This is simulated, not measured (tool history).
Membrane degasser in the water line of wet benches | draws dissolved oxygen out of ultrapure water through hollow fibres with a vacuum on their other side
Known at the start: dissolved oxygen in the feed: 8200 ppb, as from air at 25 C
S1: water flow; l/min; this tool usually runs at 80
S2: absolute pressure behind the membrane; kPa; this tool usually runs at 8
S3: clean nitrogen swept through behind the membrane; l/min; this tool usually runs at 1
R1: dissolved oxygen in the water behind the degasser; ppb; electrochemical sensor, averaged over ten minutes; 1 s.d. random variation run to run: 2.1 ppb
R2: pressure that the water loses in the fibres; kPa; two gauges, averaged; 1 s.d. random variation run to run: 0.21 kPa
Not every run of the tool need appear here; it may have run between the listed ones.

run 1 hour=0 | S1=80 S2=8 S3=1 | R1=629.8 R2=49.52
run 2 hour=72.5 | S1=80 S2=8 S3=1 | R1=626.6 R2=49.53
run 3 hour=184.2 | S1=80 S2=8 S3=1 | R1=630.5 R2=48.92
run 4 hour=263.2 | S1=80 S2=19.2 S3=1 | R1=1811.2 R2=49.72
run 5 hour=336.9 | S1=80 S2=19.2 S3=1 | R1=1810.5 R2=49.62
run 6 hour=465.5 | S1=80 S2=8 S3=1.05 | R1=611.1 R2=49.78
run 7 hour=595.5 | S1=80 S2=8 S3=1.05 | R1=607.5 R2=49.6
run 8 hour=705.1 | S1=80 S2=8 S3=1.05 | R1=613 R2=49.55
run 9 hour=818.8 | S1=80 S2=8 S3=1.05 | R1=608.6 R2=49.54
run 10 hour=950.7 | S1=49 S2=8 S3=1 | R1=434.1 R2=30.54
run 11 hour=1080.1 | S1=49 S2=8 S3=1 | R1=430.9 R2=30.48
run 12 hour=1217.6 | S1=80 S2=8 S3=1 | R1=633.4 R2=49.84
run 13 hour=1327.5 | S1=80 S2=8 S3=1 | R1=628.3 R2=49.69
run 14 hour=1403.9 | S1=93 S2=8 S3=1 | R1=707.6 R2=57.7
run 15 hour=1514.7 | S1=93 S2=8 S3=1 | R1=712.6 R2=57.88
run 16 hour=1597.3 | S1=80 S2=8 S3=0.56 | R1=872 R2=49.61
run 17 hour=1668.4 | S1=80 S2=8.09 S3=0.58 | R1=866.8 R2=49.47
run 18 hour=1752.3 | S1=80 S2=17.42 S3=0.58 | R1=2206.4 R2=49.75
run 19 hour=1878.8 | S1=88 S2=10.8 S3=0.43 | R1=1583.4 R2=54.57
run 20 hour=2006.3 | S1=67 S2=7.71 S3=0.43 | R1=849.8 R2=41.84
run 21 hour=2077.5 | S1=80 S2=9.7 S3=1 | R1=831.4 R2=49.6
run 22 hour=2180.8 | S1=80 S2=9.7 S3=1 | R1=828 R2=49.71
-- hour=2251.4 seals of the vacuum lines changed
run 23 hour=2294.3 | S1=80 S2=9.7 S3=1 | R1=826.8 R2=49.79
run 24 hour=2366.8 | S1=118 S2=12.93 S3=1.76 | R1=1144.4 R2=73.2
run 25 hour=2476.9 | S1=96 S2=8 S3=0.73 | R1=866.9 R2=59.65
run 26 hour=2563.8 | S1=60 S2=15.14 S3=1.05 | R1=1125.8 R2=37.21
run 27 hour=2694.7 | S1=60 S2=15.14 S3=1.05 | R1=1128.7 R2=37.33
run 28 hour=2763.4 | S1=60 S2=5.36 S3=0.4 | R1=411.5 R2=37.3
run 29 hour=2844.7 | S1=58 S2=16.22 S3=1 | R1=1235.9 R2=36.1
run 30 hour=2936.4 | S1=84 S2=8 S3=1.3 | R1=553.9 R2=52.35
run 31 hour=3073.2 | S1=80 S2=8 S3=0.5 | R1=924.3 R2=49.83

5 options for the next run, each taken on its own from the tool as it stands now. Forecast them:
run A hour=3223.8 | S1=87 S2=9.16 S3=2.65 | R1=? R2=?
run B hour=3223.8 | S1=89 S2=6.45 S3=0.85 | R1=? R2=?
run C hour=3223.8 | S1=116 S2=8 S3=2.25 | R1=? R2=?
run D hour=3223.8 | S1=115 S2=7.62 S3=1.61 | R1=? R2=?
run E hour=3223.8 | S1=80 S2=16.82 S3=1.12 | R1=? R2=?

run=A R1=422.3 R2=54.54
run=B R1=532.4 R2=55.34
run=C R1=555.2 R2=72.45
run=D R1=622.6 R2=72.03
run=E R1=1481.7 R2=49.61
What these runs would have given with no unlogged condition in the tool:
run=A R1=422 R2=54.48
run=B R1=532 R2=55.28
run=C R1=554.6 R2=72.38
run=D R1=622.1 R2=71.96
run=E R1=1481.5 R2=49.57

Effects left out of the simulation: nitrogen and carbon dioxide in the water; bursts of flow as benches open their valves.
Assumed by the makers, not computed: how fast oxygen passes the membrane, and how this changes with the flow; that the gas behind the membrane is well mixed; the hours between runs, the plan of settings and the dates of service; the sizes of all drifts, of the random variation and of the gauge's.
